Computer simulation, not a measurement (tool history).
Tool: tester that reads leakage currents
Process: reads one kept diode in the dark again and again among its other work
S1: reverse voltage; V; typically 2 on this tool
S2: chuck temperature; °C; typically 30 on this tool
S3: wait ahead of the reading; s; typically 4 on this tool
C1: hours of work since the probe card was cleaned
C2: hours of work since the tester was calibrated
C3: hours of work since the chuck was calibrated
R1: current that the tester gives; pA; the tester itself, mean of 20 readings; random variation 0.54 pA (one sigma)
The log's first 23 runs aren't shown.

run 24 hour=1552 | S1=2 S2=44 S3=4.84 | C1=125 C2=1301 C3=383 | R1=582.66
run 25 hour=1641.4 | S1=2 S2=44 S3=4.84 | C1=168 C2=1344 C3=426 | R1=589.07
run 26 hour=1708.6 | S1=2 S2=44 S3=4.84 | C1=200 C2=1376 C3=458 | R1=591.05
run 27 hour=1778.9 | S1=1.47 S2=29 S3=0.72 | C1=233 C2=1409 C3=491 | R1=153.71
run 28 hour=1820.1 | S1=2 S2=30 S3=2.24 | C1=253 C2=1429 C3=511 | R1=195.35
run 29 hour=1861.5 | S1=2 S2=37 S3=0.33 | C1=273 C2=1448 C3=530 | R1=345.64
run 30 hour=1923.6 | S1=2 S2=37 S3=0.33 | C1=302 C2=1478 C3=560 | R1=348.52
run 31 hour=2001.7 | S1=6.75 S2=30 S3=4 | C1=339 C2=1515 C3=597 | R1=357.08
run 32 hour=2080.5 | S1=1.57 S2=23 S3=0.31 | C1=377 C2=1553 C3=635 | R1=99.29
run 33 hour=2170.3 | S1=1.57 S2=37 S3=2.35 | C1=420 C2=1595 C3=677 | R1=314.24
run 34 hour=2246.3 | S1=1.57 S2=30 S3=2.35 | C1=456 C2=1632 C3=713 | R1=179
run 35 hour=2306.8 | S1=2.36 S2=30 S3=0.58 | C1=485 C2=1660 C3=742 | R1=219.89
run 36 hour=2363.4 | S1=2.36 S2=30 S3=0.58 | C1=511 C2=1687 C3=769 | R1=220.42

What if the next run were any one of these 3? Each begins from the tool's condition after run 36:
run A hour=2424.4 | S1=2 S2=47 S3=2.49 | C1=541 C2=1716 C3=798 | R1=?
run B hour=2424.4 | S1=2.57 S2=30 S3=3.12 | C1=541 C2=1716 C3=798 | R1=?
run C hour=2424.4 | S1=6.86 S2=28 S3=1.06 | C1=541 C2=1716 C3=798 | R1=?

run=A R1=771.08
run=B R1=230.11
run=C R1=319.52
The same runs, with their run-to-run variation unchanged, on a tool lacking any hidden condition would have given:
run=A R1=686.14
run=B R1=201.41
run=C R1=277.76

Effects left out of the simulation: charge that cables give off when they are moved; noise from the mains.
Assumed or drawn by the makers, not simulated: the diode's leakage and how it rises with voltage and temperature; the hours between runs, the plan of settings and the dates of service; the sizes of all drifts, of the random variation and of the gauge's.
